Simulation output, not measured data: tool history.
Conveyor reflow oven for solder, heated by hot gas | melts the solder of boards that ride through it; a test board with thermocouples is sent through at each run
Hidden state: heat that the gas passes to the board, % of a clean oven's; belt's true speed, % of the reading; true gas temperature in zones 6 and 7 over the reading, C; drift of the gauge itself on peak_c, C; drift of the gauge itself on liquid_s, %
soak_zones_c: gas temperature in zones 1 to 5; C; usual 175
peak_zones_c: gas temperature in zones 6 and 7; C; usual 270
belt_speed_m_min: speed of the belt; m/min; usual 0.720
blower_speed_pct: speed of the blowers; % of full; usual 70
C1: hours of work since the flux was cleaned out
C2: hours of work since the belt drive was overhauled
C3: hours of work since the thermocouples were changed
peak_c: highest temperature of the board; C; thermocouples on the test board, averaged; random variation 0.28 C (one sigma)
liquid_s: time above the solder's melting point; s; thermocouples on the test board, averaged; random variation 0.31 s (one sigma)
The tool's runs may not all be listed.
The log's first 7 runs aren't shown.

run 8 day=7.892 | soak_zones_c=175 peak_zones_c=270 belt_speed_m_min=0.720 blower_speed_pct=70 | C1=36 C2=747 C3=452 | peak_c=256.2 liquid_s=53.1
run 9 day=9.429 | soak_zones_c=175 peak_zones_c=270 belt_speed_m_min=0.720 blower_speed_pct=70 | C1=54 C2=764 C3=469 | peak_c=256.3 liquid_s=52.8
run 10 day=10.779 | soak_zones_c=186 peak_zones_c=270 belt_speed_m_min=0.720 blower_speed_pct=70 | C1=69 C2=779 C3=485 | peak_c=257.7 liquid_s=58.4
run 11 day=12.246 | soak_zones_c=186 peak_zones_c=270 belt_speed_m_min=0.720 blower_speed_pct=70 | C1=86 C2=796 C3=502 | peak_c=258.3 liquid_s=58.3
run 12 day=13.583 | soak_zones_c=175 peak_zones_c=270 belt_speed_m_min=0.720 blower_speed_pct=70 | C1=101 C2=811 C3=517 | peak_c=256.3 liquid_s=53.5
run 13 day=14.717 | soak_zones_c=175 peak_zones_c=270 belt_speed_m_min=0.720 blower_speed_pct=68 | C1=114 C2=824 C3=530 | peak_c=255.4 liquid_s=52.5
run 14 day=16.133 | soak_zones_c=175 peak_zones_c=270 belt_speed_m_min=0.720 blower_speed_pct=70 | C1=130 C2=840 C3=546 | peak_c=256.0 liquid_s=52.8
run 15 day=16.929 | soak_zones_c=175 peak_zones_c=270 belt_speed_m_min=0.720 blower_speed_pct=70 | C1=139 C2=850 C3=555 | peak_c=255.8 liquid_s=53.7
run 16 day=18.238 | soak_zones_c=175 peak_zones_c=270 belt_speed_m_min=0.720 blower_speed_pct=70 | C1=154 C2=864 C3=570 | peak_c=256.3 liquid_s=53.6
run 17 day=18.867 | soak_zones_c=175 peak_zones_c=270 belt_speed_m_min=0.720 blower_speed_pct=85 | C1=161 C2=872 C3=577 | peak_c=258.7 liquid_s=55.0
run 18 day=19.521 | soak_zones_c=175 peak_zones_c=270 belt_speed_m_min=0.720 blower_speed_pct=85 | C1=169 C2=879 C3=584 | peak_c=258.2 liquid_s=55.2
-- day=20.329 flux residue cleaned out of gas plates and filters
run 19 day=21.046 | soak_zones_c=175 peak_zones_c=270 belt_speed_m_min=0.720 blower_speed_pct=85 | C1=8 C2=894 C3=599 | peak_c=260.3 liquid_s=55.9
-- day=21.708 thermocouples of zones 6 and 7 changed
run 20 day=22.521 | soak_zones_c=175 peak_zones_c=264 belt_speed_m_min=0.773 blower_speed_pct=85 | C1=24 C2=910 C3=9 | peak_c=250.7 liquid_s=47.6
run 21 day=23.408 | soak_zones_c=175 peak_zones_c=264 belt_speed_m_min=0.773 blower_speed_pct=85 | C1=34 C2=920 C3=19 | peak_c=251.2 liquid_s=47.1
run 22 day=24.525 | soak_zones_c=185 peak_zones_c=280 belt_speed_m_min=0.703 blower_speed_pct=60 | C1=47 C2=933 C3=32 | peak_c=264.1 liquid_s=62.3
run 23 day=25.762 | soak_zones_c=175 peak_zones_c=273 belt_speed_m_min=0.720 blower_speed_pct=70 | C1=61 C2=947 C3=46 | peak_c=257.8 liquid_s=54.4
run 24 day=27.117 | soak_zones_c=170 peak_zones_c=270 belt_speed_m_min=0.720 blower_speed_pct=70 | C1=76 C2=962 C3=62 | peak_c=254.8 liquid_s=50.2
run 25 day=28.158 | soak_zones_c=166 peak_zones_c=277 belt_speed_m_min=0.608 blower_speed_pct=64 | C1=88 C2=974 C3=74 | peak_c=264.3 liquid_s=65.4
run 26 day=29.254 | soak_zones_c=166 peak_zones_c=277 belt_speed_m_min=0.608 blower_speed_pct=64 | C1=101 C2=987 C3=86 | peak_c=264.1 liquid_s=65.9
run 27 day=30.279 | soak_zones_c=183 peak_zones_c=274 belt_speed_m_min=0.809 blower_speed_pct=82 | C1=112 C2=998 C3=98 | peak_c=259.4 liquid_s=51.4

The next listed run, before its measurement:
run 28 day=31.142 | soak_zones_c=183 peak_zones_c=274 belt_speed_m_min=0.809 blower_speed_pct=82 | C1=122 C2=1008 C3=108 | peak_c=? liquid_s=?

Run 28 gave peak_c 259.1 C, liquid_s 50.8 s.
Without the tool's hidden state the same run would have given peak_c 259.0 C, liquid_s 50.0 s.
